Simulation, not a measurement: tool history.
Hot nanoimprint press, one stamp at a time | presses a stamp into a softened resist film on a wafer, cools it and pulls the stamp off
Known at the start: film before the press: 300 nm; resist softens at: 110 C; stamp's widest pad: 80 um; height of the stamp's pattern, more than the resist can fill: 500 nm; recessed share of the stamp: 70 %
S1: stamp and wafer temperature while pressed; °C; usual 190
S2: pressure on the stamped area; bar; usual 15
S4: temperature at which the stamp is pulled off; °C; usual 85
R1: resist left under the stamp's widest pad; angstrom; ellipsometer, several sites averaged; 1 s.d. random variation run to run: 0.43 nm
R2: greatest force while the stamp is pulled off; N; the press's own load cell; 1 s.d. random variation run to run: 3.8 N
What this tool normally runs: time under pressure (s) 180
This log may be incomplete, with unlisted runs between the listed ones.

run 1 hour=0 | S1=190 S2=15 time_under_pressure_(s)=180 S4=85 | R1=1239 R2=203
run 2 hour=9.4 | S1=190 S2=15 time_under_pressure_(s)=180 S4=85 | R1=1250 R2=212
run 3 hour=26.9 | S1=190 S2=15 time_under_pressure_(s)=180 S4=85 | R1=1248 R2=216
run 4 hour=37.4 | S1=190 S2=15 time_under_pressure_(s)=180 S4=85 | R1=1246 R2=217
-- hour=44.4 stamp cleaned and given a new release coat
run 5 hour=62 | S1=190 S2=15 time_under_pressure_(s)=180 S4=85 | R1=1237 R2=184
run 6 hour=71.4 | S1=190 S2=15 time_under_pressure_(s)=180 S4=85 | R1=1242 R2=182
run 7 hour=86 | S1=190 S2=15 time_under_pressure_(s)=180 S4=85 | R1=1243 R2=187
run 8 hour=106 | S1=190 S2=15 time_under_pressure_(s)=180 S4=85 | R1=1239 R2=197
run 9 hour=118.4 | S1=190 S2=18.3 time_under_pressure_(s)=180 S4=85 | R1=1129 R2=195
run 10 hour=129.3 | S1=190 S2=18.3 time_under_pressure_(s)=180 S4=85 | R1=1129 R2=199
run 11 hour=146.6 | S1=196 S2=15 time_under_pressure_(s)=180 S4=85 | R1=943 R2=211
run 12 hour=165.3 | S1=190 S2=9.5 time_under_pressure_(s)=180 S4=85 | R1=1512 R2=211
-- hour=180.6 stamp cleaned and given a new release coat
run 13 hour=180.9 | S1=190 S2=9.5 time_under_pressure_(s)=180 S4=85 | R1=1517 R2=178
run 14 hour=200.9 | S1=190 S2=9.5 time_under_pressure_(s)=180 S4=85 | R1=1522 R2=186
run 15 hour=218.5 | S1=190 S2=9.5 time_under_pressure_(s)=180 S4=85 | R1=1506 R2=196
run 16 hour=235.9 | S1=190 S2=9.5 time_under_pressure_(s)=123 S4=80 | R1=1713 R2=213
run 17 hour=250.3 | S1=190 S2=9.5 time_under_pressure_(s)=123 S4=80 | R1=1717 R2=218
run 18 hour=270.5 | S1=184 S2=15 time_under_pressure_(s)=308 S4=85 | R1=1324 R2=208
run 19 hour=287 | S1=184 S2=15 time_under_pressure_(s)=308 S4=85 | R1=1310 R2=205
run 20 hour=300.1 | S1=184 S2=15 time_under_pressure_(s)=308 S4=85 | R1=1326 R2=212
-- hour=316.1 stamp cleaned and given a new release coat
run 21 hour=324.7 | S1=197 S2=12.4 time_under_pressure_(s)=299 S4=72 | R1=799 R2=239

Run 22 comes next. What will it give?
run 22 hour=341 | S1=178 S2=16.9 time_under_pressure_(s)=197 S4=81 | R1=? R2=?

{"run 22": {"R1": 1906, "R2": 209}}
Minus the tool's unlogged condition, the same run would have read R1 1946 angstrom, R2 204 N.
